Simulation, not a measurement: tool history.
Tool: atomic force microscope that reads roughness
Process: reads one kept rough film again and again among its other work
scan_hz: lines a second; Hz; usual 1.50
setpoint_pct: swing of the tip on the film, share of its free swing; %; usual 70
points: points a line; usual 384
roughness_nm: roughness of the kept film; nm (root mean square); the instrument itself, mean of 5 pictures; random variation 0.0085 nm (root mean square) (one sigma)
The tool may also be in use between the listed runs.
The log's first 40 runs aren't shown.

run     day  scan_hz  setpoint_pct  points  pictures with this tip  hours of work since the height scale was calibrated  roughness_nm
 41  29.446     2.06            69     306                     127                                                  488         1.795
 42  30.029     2.28            74     636                     151                                                  497         1.700
 43  31.021     2.28            74     636                     191                                                  512         1.703
 44  31.538     1.50            70    1015                     212                                                  520         1.817
     32.250  -- new tip fitted
 45  32.462     0.64            70     384                       9                                                  533         1.962
 46  32.917     1.41            58     735                      27                                                  540         1.949
 47  33.583     1.59            58     399                      54                                                  550         1.934
 48  34.146     1.59            58     267                      77                                                  558         1.928
 49  34.621     1.46            79     643                      96                                                  565         1.788
 50  35.471     0.88            70     303                     131                                                  578         1.882
 51  36.021     1.46            70     464                     153                                                  586         1.836
 52  36.512     1.14            55     798                     173                                                  593         1.923

4 ways to go on from here, each from the tool as it stands after run 52. What would each give?
  A  37.212     1.14            60     798                     202                                                  604             ?
  B  37.212     1.14            62     900                     202                                                  604             ?
  C  37.212     1.50            70    1005                     202                                                  604             ?
  D  37.212     1.50            70     564                     202                                                  604             ?

run  roughness_nm
  A         1.908
  B         1.897
  C         1.819
  D         1.811
Without the tool's hidden state the same runs would have given:
run  roughness_nm
  A         1.976
  B         1.965
  C         1.884
  D         1.876
